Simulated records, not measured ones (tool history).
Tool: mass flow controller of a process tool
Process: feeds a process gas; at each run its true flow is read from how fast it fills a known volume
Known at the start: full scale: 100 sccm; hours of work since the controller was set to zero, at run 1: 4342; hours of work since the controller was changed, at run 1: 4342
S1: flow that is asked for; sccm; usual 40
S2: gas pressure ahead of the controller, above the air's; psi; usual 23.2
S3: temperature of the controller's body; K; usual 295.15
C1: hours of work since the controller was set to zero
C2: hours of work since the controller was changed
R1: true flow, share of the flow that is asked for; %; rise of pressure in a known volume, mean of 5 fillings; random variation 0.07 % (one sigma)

| run | hour | S1 | S2 | S3 | C1 | C2 | R1 |
|---|---|---|---|---|---|---|---|
| 1 | 0 | 40 | 23.2 | 295.15 | 4342 | 4342 | 93.69 |
| 2 | 389.9 | 40 | 23.2 | 295.15 | 4519 | 4519 | 93.39 |
| 3 | 618.8 | 40 | 23.2 | 295.15 | 4623 | 4623 | 93.38 |
| 4 | 1066.9 | 40 | 23.2 | 295.15 | 4827 | 4827 | 93.15 |
| 5 | 1462.6 | 40 | 23.2 | 295.15 | 5006 | 5006 | 92.7 |
|  | 1598.4 | controller exchanged for a calibrated one |
| 6 | 1815.3 | 40 | 23.2 | 295.15 | 99 | 99 | 98.68 |
| 7 | 2067 | 40 | 26 | 308.15 | 213 | 213 | 98.13 |
| 8 | 2593 | 18 | 26 | 299.15 | 452 | 452 | 97.45 |
| 9 | 3023.9 | 38 | 24.9 | 295.15 | 648 | 648 | 98 |
| 10 | 3346.1 | 30 | 40.3 | 309.15 | 794 | 794 | 97.1 |

Forecast each of these 5 alternatives for the next run:
| A | 3702.6 | 82 | 28.4 | 300.15 | 956 | 956 | ? |
| B | 3702.6 | 14 | 23.2 | 295.15 | 956 | 956 | ? |
| C | 3702.6 | 67 | 25.1 | 296.15 | 956 | 956 | ? |
| D | 3702.6 | 23 | 33.1 | 295.15 | 956 | 956 | ? |
| E | 3702.6 | 90 | 21.9 | 309.15 | 956 | 956 | ? |

| run | R1 |
|---|---|
| A | 98.47 |
| B | 95.97 |
| C | 98.27 |
| D | 97 |
| E | 98.35 |
Without the tool's hidden state the same runs would have given:
| run | R1 |
|---|---|
| A | 99.6 |
| B | 98.6 |
| C | 99.47 |
| D | 98.92 |
| E | 99.45 |
